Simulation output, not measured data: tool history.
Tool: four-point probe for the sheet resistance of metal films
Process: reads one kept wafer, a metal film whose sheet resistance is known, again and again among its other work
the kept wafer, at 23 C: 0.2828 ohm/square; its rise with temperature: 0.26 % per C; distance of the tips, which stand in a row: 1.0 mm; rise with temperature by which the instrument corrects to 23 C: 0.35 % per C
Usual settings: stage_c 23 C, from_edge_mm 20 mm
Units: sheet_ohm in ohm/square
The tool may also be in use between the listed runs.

run 1 hour=0 | stage_c=23 from_edge_mm=20 | sheet_ohm=0.280643
run 2 hour=139.2 | stage_c=23 from_edge_mm=4 | sheet_ohm=0.289378
run 3 hour=210.8 | stage_c=23 from_edge_mm=20 | sheet_ohm=0.280699
run 4 hour=317.2 | stage_c=23 from_edge_mm=20 | sheet_ohm=0.280576
run 5 hour=385.1 | stage_c=23 from_edge_mm=20 | sheet_ohm=0.280532
run 6 hour=449.2 | stage_c=23 from_edge_mm=20 | sheet_ohm=0.280531
run 7 hour=590.4 | stage_c=31 from_edge_mm=20 | sheet_ohm=0.278646
run 8 hour=732.4 | stage_c=33 from_edge_mm=22 | sheet_ohm=0.278275
run 9 hour=812.5 | stage_c=24 from_edge_mm=20 | sheet_ohm=0.280359
run 10 hour=942.5 | stage_c=23 from_edge_mm=8 | sheet_ohm=0.282479
run 11 hour=1026.2 | stage_c=26 from_edge_mm=55 | sheet_ohm=0.279459
run 12 hour=1120.6 | stage_c=26 from_edge_mm=55 | sheet_ohm=0.279335

Taken out of this log: 1 entry between the listed runs. Where each belongs, and how the hidden state differs across it:
Between runs 7 and 8: stage's thermometer calibrated (hour 641.3)
  inner tips' distance over the nominal, %: -0.818 -> -0.835; tips' flats over new ones', %: 19 -> 21; wafer's true temperature over the reading, C: -0.24 -> -0.03
  measured less the result without the state, sheet_ohm: -0.002662 -> -0.002558 ohm/square
